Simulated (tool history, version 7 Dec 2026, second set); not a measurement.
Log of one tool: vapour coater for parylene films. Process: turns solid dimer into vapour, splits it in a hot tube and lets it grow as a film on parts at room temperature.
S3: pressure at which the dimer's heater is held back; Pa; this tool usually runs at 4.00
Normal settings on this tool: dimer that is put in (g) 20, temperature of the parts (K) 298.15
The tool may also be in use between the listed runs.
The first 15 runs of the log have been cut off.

run 16 hour=174.2 | dimer_that_is_put_in_(g)=20 temperature_of_the_parts_(K)=297.15 S3=4.00 | thickness_of_the_film_(um)=15.79
run 17 hour=185.9 | dimer_that_is_put_in_(g)=20 temperature_of_the_parts_(K)=297.15 S3=4.00 | thickness_of_the_film_(um)=15.87
run 18 hour=201.3 | dimer_that_is_put_in_(g)=20 temperature_of_the_parts_(K)=298.15 S3=4.00 | thickness_of_the_film_(um)=15.20
-- hour=203.6 table's thermometer calibrated
run 19 hour=211.9 | dimer_that_is_put_in_(g)=27 temperature_of_the_parts_(K)=295.15 S3=2.90 | thickness_of_the_film_(um)=23.82
run 20 hour=220.1 | dimer_that_is_put_in_(g)=20 temperature_of_the_parts_(K)=305.15 S3=4.00 | thickness_of_the_film_(um)=11.91
run 21 hour=232.9 | dimer_that_is_put_in_(g)=20 temperature_of_the_parts_(K)=296.15 S3=10.16 | thickness_of_the_film_(um)=14.66
run 22 hour=248.6 | dimer_that_is_put_in_(g)=20 temperature_of_the_parts_(K)=296.15 S3=10.16 | thickness_of_the_film_(um)=14.68
run 23 hour=261.5 | dimer_that_is_put_in_(g)=10 temperature_of_the_parts_(K)=294.15 S3=10.16 | thickness_of_the_film_(um)=7.84

Estimate the outcome of run 24 from the log above:
-- hour=266.6 table's thermometer calibrated, once more
run 24 hour=273.9 | dimer_that_is_put_in_(g)=10 temperature_of_the_parts_(K)=294.15 S3=10.16 | thickness_of_the_film_(um)=?

{"run 24": {"thickness of the film (um)": 7.85}}
The same run, on a tool lacking any hidden state, would have yielded thickness of the film (um) 9.22.
